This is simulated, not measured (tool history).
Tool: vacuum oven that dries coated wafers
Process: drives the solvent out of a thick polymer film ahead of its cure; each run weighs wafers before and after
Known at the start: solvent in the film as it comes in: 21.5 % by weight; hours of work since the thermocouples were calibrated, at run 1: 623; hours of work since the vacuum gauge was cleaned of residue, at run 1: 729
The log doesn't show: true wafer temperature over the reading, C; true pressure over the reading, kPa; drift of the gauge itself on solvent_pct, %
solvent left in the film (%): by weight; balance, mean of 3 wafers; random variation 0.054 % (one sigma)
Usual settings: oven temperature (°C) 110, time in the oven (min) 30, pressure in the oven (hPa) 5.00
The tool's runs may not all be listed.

run,hour,oven temperature (°C),time in the oven (min),pressure in the oven (hPa),hours of work since the thermocouples were calibrated,hours of work since the vacuum gauge was cleaned of residue,solvent left in the film (%)
1,0.0,110,30,5.00,623,729,2.60
2,34.2,110,30,5.00,643,750,2.59
3,55.9,110,30,5.00,656,763,2.63
4,77.3,110,30,5.00,669,776,2.69
5,111.1,110,30,5.00,690,796,2.60
6,129.4,110,30,5.00,701,807,2.65
7,164.5,110,30,5.00,722,828,2.60
8,188.5,110,30,3.57,736,843,2.52
9,218.8,110,30,3.57,754,861,2.51
10,252.8,110,30,3.57,775,881,2.50
11,282.1,110,30,3.57,793,899,2.50
12,300.4,110,30,3.57,804,910,2.52
13,320.3,110,30,3.57,816,922,2.54
14,339.2,110,30,3.57,827,933,2.51
15,371.7,110,52,5.00,847,953,0.70
16,398.7,110,30,5.00,863,969,2.50
17,414.9,110,30,5.00,873,979,2.52
18,435.2,110,35,5.00,885,991,1.89
19,468.2,110,35,5.00,905,1011,1.88
20,492.4,110,35,5.00,919,1026,1.89
21,520.8,125,24,3.51,936,1043,0.47
22,539.5,113,48,7.36,948,1054,0.71
23,570.9,102,17,3.17,967,1073,8.43
24,593.3,102,17,3.17,980,1086,8.67
25,609.3,110,30,14.38,990,1096,2.72
26,632.8,110,22,5.00,1004,1110,4.19
27,656.0,97,40,2.99,1018,1124,4.98
28,687.6,97,40,2.99,1037,1143,5.15
29,707.6,120,22,10.36,1049,1155,1.66
30,727.6,120,22,10.36,1061,1167,1.62
31,746.4,103,15,9.64,1072,1179,8.92
32,771.4,122,25,10.28,1087,1194,0.93
33,805.3,124,24,2.50,1108,1214,0.71
34,822.8,124,24,2.50,1118,1225,0.64
35,842.2,124,24,2.50,1130,1236,0.61
36,866.1,124,24,2.50,1144,1251,0.60
37,889.4,124,24,2.50,1158,1265,0.64
38,903.7,125,24,6.74,1167,1273,0.62

Hidden state or all else? Some run-to-run changes of solvent left in the film (%), split into what the settings, what came in and random variation would give without the hidden state, and what is left for the hidden state (with any gauge scatter that isn't in both results):
Run 22 -> 23: oven temperature (°C) 113 -> 102, time in the oven (min) 48 -> 17, pressure in the oven (hPa) 7.36 -> 3.17. solvent left in the film (%) +7.72: hidden state -0.17, all else +7.89.
Run 30 -> 31: oven temperature (°C) 120 -> 103, time in the oven (min) 22 -> 15, pressure in the oven (hPa) 10.36 -> 9.64. solvent left in the film (%) +7.30: hidden state -0.11, all else +7.41.
Run 31 -> 32: oven temperature (°C) 103 -> 122, time in the oven (min) 15 -> 25, pressure in the oven (hPa) 9.64 -> 10.28. solvent left in the film (%) -7.99: hidden state +0.15, all else -8.14.
